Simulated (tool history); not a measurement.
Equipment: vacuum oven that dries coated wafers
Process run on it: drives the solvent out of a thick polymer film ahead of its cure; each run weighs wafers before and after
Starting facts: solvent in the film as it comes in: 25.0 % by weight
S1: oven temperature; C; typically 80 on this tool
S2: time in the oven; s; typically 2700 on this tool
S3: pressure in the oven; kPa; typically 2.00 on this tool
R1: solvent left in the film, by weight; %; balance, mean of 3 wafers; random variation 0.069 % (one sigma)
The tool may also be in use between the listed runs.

{"run": 1, "day": 0.0, "S1": 80, "S2": 2700, "S3": 2.0, "R1": 4.78}
{"run": 2, "day": 4.208, "S1": 80, "S2": 2700, "S3": 2.0, "R1": 4.85}
{"run": 3, "day": 6.517, "S1": 80, "S2": 2700, "S3": 2.0, "R1": 4.73}
{"run": 4, "day": 11.308, "S1": 80, "S2": 2700, "S3": 2.0, "R1": 4.94}
{"run": 5, "day": 15.104, "S1": 80, "S2": 2700, "S3": 2.0, "R1": 4.76}
{"run": 6, "day": 17.717, "S1": 80, "S2": 2700, "S3": 2.0, "R1": 4.78}
{"run": 7, "day": 22.621, "S1": 80, "S2": 2700, "S3": 2.0, "R1": 4.77}
{"run": 8, "day": 27.579, "S1": 80, "S2": 2700, "S3": 2.0, "R1": 4.95}
{"run": 9, "day": 31.646, "S1": 80, "S2": 2700, "S3": 2.0, "R1": 4.77}
{"run": 10, "day": 36.521, "S1": 80, "S2": 2700, "S3": 2.0, "R1": 4.79}
{"run": 11, "day": 40.596, "S1": 73, "S2": 2700, "S3": 2.0, "R1": 8.5}
{"run": 12, "day": 44.792, "S1": 80, "S2": 2700, "S3": 3.26, "R1": 6.04}
{"run": 13, "day": 48.408, "S1": 80, "S2": 2700, "S3": 3.26, "R1": 5.96}
{"run": 14, "day": 51.7, "S1": 80, "S2": 2700, "S3": 3.26, "R1": 5.8}
{"run": 15, "day": 54.538, "S1": 80, "S2": 2700, "S3": 3.26, "R1": 5.89}
{"run": 16, "day": 57.533, "S1": 80, "S2": 2700, "S3": 3.26, "R1": 5.91}
{"run": 17, "day": 60.379, "S1": 80, "S2": 2220, "S3": 2.0, "R1": 5.98}
{"run": 18, "day": 64.7, "S1": 80, "S2": 2700, "S3": 2.0, "R1": 4.88}
{"run": 19, "day": 69.104, "S1": 80, "S2": 2700, "S3": 4.2, "R1": 6.78}
{"run": 20, "day": 71.258, "S1": 80, "S2": 2700, "S3": 4.2, "R1": 6.81}
{"run": 21, "day": 75.746, "S1": 80, "S2": 2700, "S3": 4.2, "R1": 6.99}
{"run": 22, "day": 80.142, "S1": 80, "S2": 1560, "S3": 2.0, "R1": 8.47}
{"run": 23, "day": 82.821, "S1": 83, "S2": 3480, "S3": 5.59, "R1": 5.85}
{"run": 24, "day": 87.325, "S1": 85, "S2": 3480, "S3": 2.29, "R1": 2.51}
{"run": 25, "day": 90.746, "S1": 66, "S2": 1740, "S3": 6.25, "R1": 18.41}
{"run": 26, "day": 95.671, "S1": 66, "S2": 1740, "S3": 6.25, "R1": 18.35}
{"run": 27, "day": 98.708, "S1": 80, "S2": 1740, "S3": 1.47, "R1": 7.08}
{"run": 28, "day": 103.508, "S1": 88, "S2": 1740, "S3": 3.68, "R1": 5.04}
{"run": 29, "day": 107.425, "S1": 88, "S2": 3180, "S3": 2.03, "R1": 1.99}
{"run": 30, "day": 111.6, "S1": 80, "S2": 2400, "S3": 2.0, "R1": 5.49}
{"run": 31, "day": 115.55, "S1": 88, "S2": 2040, "S3": 3.09, "R1": 3.93}
{"run": 32, "day": 119.675, "S1": 88, "S2": 2040, "S3": 3.09, "R1": 3.9}
{"run": 33, "day": 122.5, "S1": 82, "S2": 1500, "S3": 2.79, "R1": 8.26}
{"run": 34, "day": 126.783, "S1": 80, "S2": 2700, "S3": 6.91, "R1": 9.2}
{"run": 35, "day": 129.088, "S1": 84, "S2": 4440, "S3": 2.0, "R1": 2.12}

Withheld: 2 entries from between the runs. Position of each, and hidden state at the listed run before versus the listed run after:
Runs 17 to 18: vacuum gauge cleaned of residue and calibrated (day 64.700)
  true wafer temperature over the reading, C: -0.1 -> -0.11; true pressure over the reading, kPa: 0.013 -> 0.001
Runs 18 to 19: oven's thermocouples calibrated (day 66.450)
  true wafer temperature over the reading, C: -0.11 -> -0.01; true pressure over the reading, kPa: 0.001 -> 0.002
